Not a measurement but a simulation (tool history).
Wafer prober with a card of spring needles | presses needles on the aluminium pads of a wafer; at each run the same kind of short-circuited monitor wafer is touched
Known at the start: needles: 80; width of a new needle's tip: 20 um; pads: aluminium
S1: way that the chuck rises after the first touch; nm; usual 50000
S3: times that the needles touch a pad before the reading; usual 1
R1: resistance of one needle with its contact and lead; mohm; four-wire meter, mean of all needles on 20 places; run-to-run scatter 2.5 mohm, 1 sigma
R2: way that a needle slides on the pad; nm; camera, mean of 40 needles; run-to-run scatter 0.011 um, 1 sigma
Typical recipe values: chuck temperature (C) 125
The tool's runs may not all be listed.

Run 1, hour 0.0: usual settings. Result: R1 336 mohm, R2 10500 nm.
At hour 6.1: tips cleaned on abrasive film.
At hour 34.8: tips cleaned on abrasive film.
Run 2, hour 42.6: usual settings. Result: R1 317 mohm, R2 10470 nm.
At hour 64.6: tips cleaned on abrasive film.
At hour 90.6: tips cleaned on abrasive film.
Run 3, hour 101.2: usual settings. Result: R1 324 mohm, R2 10460 nm.
At hour 116.1: tips cleaned on abrasive film.
At hour 142.9: tips cleaned on abrasive film.
Run 4, hour 149.2: usual settings. Result: R1 316 mohm, R2 10380 nm.
At hour 167.4: tips cleaned on abrasive film.
At hour 190.1: height of the first contact set anew.
At hour 196.2: tips cleaned on abrasive film.
At hour 224.7: tips cleaned on abrasive film.
Run 5, hour 231.0: usual settings. Result: R1 317 mohm, R2 10480 nm.
At hour 254.9: tips cleaned on abrasive film.
At hour 283.8: tips cleaned on abrasive film.
At hour 309.9: tips cleaned on abrasive film.
Run 6, hour 321.2: usual settings but chuck temperature (C) 67. Result: R1 320 mohm, R2 10420 nm.
At hour 338.8: tips cleaned on abrasive film.
At hour 368.5: tips cleaned on abrasive film.
Run 7, hour 372.2: usual settings but chuck temperature (C) 67. Result: R1 292 mohm, R2 10350 nm.
At hour 388.8: tips cleaned on abrasive film, once more.
Run 8, hour 410.3: usual settings but chuck temperature (C) 67. Result: R1 340 mohm, R2 10340 nm.
At hour 416.4: tips cleaned on abrasive film.
At hour 422.7: height of the first contact set anew.
At hour 447.0: tips cleaned on abrasive film.
At hour 476.0: tips cleaned on abrasive film.
Run 9, hour 484.5: usual settings. Result: R1 319 mohm, R2 10480 nm.
At hour 500.6: tips cleaned on abrasive film.
At hour 527.5: tips cleaned on abrasive film.
Run 10, hour 535.3: usual settings but S3 2. Result: R1 305 mohm, R2 10430 nm.
At hour 553.3: tips cleaned on abrasive film.
Run 11, hour 575.7: usual settings but S3 2. Result: R1 319 mohm, R2 10390 nm.
At hour 581.9: tips cleaned on abrasive film.
At hour 609.7: tips cleaned on abrasive film.
Run 12, hour 614.2: usual settings but S3 2. Result: R1 302 mohm, R2 10360 nm.
At hour 634.6: tips cleaned on abrasive film.
At hour 658.2: height of the first contact set anew.
At hour 664.3: tips cleaned on abrasive film.
At hour 690.0: tips cleaned on abrasive film.
Run 13, hour 690.0: usual settings. Result: R1 296 mohm, R2 10480 nm.
At hour 720.3: tips cleaned on abrasive film.
At hour 747.4: tips cleaned on abrasive film.
Run 14, hour 747.4: usual settings. Result: R1 292 mohm, R2 10450 nm.
At hour 776.4: tips cleaned on abrasive film.
At hour 806.2: tips cleaned on abrasive film.
Run 15, hour 811.1: usual settings but S1 35000 nm, chuck temperature (C) 85, S3 2. Result: R1 310 mohm, R2 7260 nm.
At hour 831.2: tips cleaned on abrasive film.
At hour 858.8: tips cleaned on abrasive film.
Run 16, hour 874.6: usual settings but S1 35000 nm, chuck temperature (C) 85, S3 2. Result: R1 352 mohm, R2 7200 nm.
At hour 886.8: tips cleaned on abrasive film.
At hour 892.4: height of the first contact set anew.
At hour 916.7: tips cleaned on abrasive film.
At hour 945.0: tips cleaned on abrasive film.
Run 17, hour 963.8: usual settings but chuck temperature (C) 46. Result: R1 332 mohm, R2 10460 nm.
At hour 974.6: tips cleaned on abrasive film.
At hour 1002.5: tips cleaned on abrasive film.
Run 18, hour 1023.8: usual settings but S1 33000 nm, chuck temperature (C) 49. Result: R1 413 mohm, R2 6850 nm.
At hour 1028.7: tips cleaned on abrasive film.
At hour 1056.9: tips cleaned on abrasive film.
At hour 1081.2: tips cleaned on abrasive film.
Run 19, hour 1099.5: usual settings but S1 62000 nm, chuck temperature (C) 58, S3 2. Result: R1 289 mohm, R2 12880 nm.
At hour 1105.7: tips cleaned on abrasive film.
At hour 1128.9: height of the first contact set anew.
At hour 1135.1: tips cleaned on abrasive film.
At hour 1165.0: tips cleaned on abrasive film.
Run 20, hour 1187.4: usual settings but S1 62000 nm, chuck temperature (C) 58, S3 2. Result: R1 295 mohm, R2 12980 nm.
At hour 1192.2: tips cleaned on abrasive film.
At hour 1221.4: tips cleaned on abrasive film.
Run 21, hour 1232.9: usual settings but S1 62000 nm, chuck temperature (C) 37. Result: R1 291 mohm, R2 12940 nm.
At hour 1250.8: tips cleaned on abrasive film.
Run 22, hour 1271.4: usual settings but S1 63000 nm, chuck temperature (C) 37, S3 3. Result: R1 273 mohm, R2 13150 nm.
At hour 1277.4: tips cleaned on abrasive film.
At hour 1303.5: tips cleaned on abrasive film.
Run 23, hour 1326.7: usual settings but chuck temperature (C) 74. Result: R1 342 mohm, R2 10390 nm.
At hour 1330.7: tips cleaned on abrasive film.
At hour 1359.3: tips cleaned on abrasive film.
At hour 1365.7: height of the first contact set anew.
At hour 1385.3: tips cleaned on abrasive film.
Run 24, hour 1391.0: usual settings but chuck temperature (C) 74. Result: R1 303 mohm, R2 10520 nm.
At hour 1410.5: tips cleaned on abrasive film.
At hour 1439.6: tips cleaned on abrasive film.
Run 25, hour 1457.9: usual settings but S1 54000 nm. Result: R1 339 mohm, R2 11310 nm.
At hour 1468.3: tips cleaned on abrasive film.
At hour 1495.8: tips cleaned on abrasive film.
Run 26, hour 1505.7: usual settings but S3 3. Result: R1 298 mohm, R2 10430 nm.
At hour 1523.0: tips cleaned on abrasive film.
At hour 1550.9: tips cleaned on abrasive film.
At hour 1578.5: tips cleaned on abrasive film.
Run 27, hour 1578.5: usual settings but S3 3. Result: R1 283 mohm, R2 10380 nm.
At hour 1599.5: height of the first contact set anew.
At hour 1604.8: tips cleaned on abrasive film.
At hour 1633.4: tips cleaned on abrasive film.
Run 28, hour 1648.0: usual settings but S1 35000 nm, chuck temperature (C) 114. Result: R1 388 mohm, R2 7360 nm.

Forecast each of these 4 alternatives for the next run:
At hour 1661.1: tips cleaned on abrasive film.
At hour 1690.8: tips cleaned on abrasive film.
At hour 1718.3: tips cleaned on abrasive film.
Run A, hour 1727.9: usual settings but S1 35000 nm, chuck temperature (C) 122, S3 2. Result: R1 ?, R2 ?.
At hour 1661.1: tips cleaned on abrasive film.
At hour 1690.8: tips cleaned on abrasive film.
At hour 1718.3: tips cleaned on abrasive film.
Run B, hour 1727.9: usual settings but S1 45000 nm, S3 2. Result: R1 ?, R2 ?.
At hour 1661.1: tips cleaned on abrasive film.
At hour 1690.8: tips cleaned on abrasive film.
At hour 1718.3: tips cleaned on abrasive film.
Run C, hour 1727.9: usual settings but S1 43000 nm, chuck temperature (C) 56, S3 3. Result: R1 ?, R2 ?.
At hour 1661.1: tips cleaned on abrasive film.
At hour 1690.8: tips cleaned on abrasive film.
At hour 1718.3: tips cleaned on abrasive film.
Run D, hour 1727.9: usual settings but S1 54000 nm, chuck temperature (C) 35. Result: R1 ?, R2 ?.

run   R1     R2
  A  345   7290
  B  319   9400
  C  290   8950
  D  299  11270
Had the tool no hidden state, the same runs would have come out as:
run   R1     R2
  A  287   7380
  B  283   9490
  C  262   9040
  D  253  11370
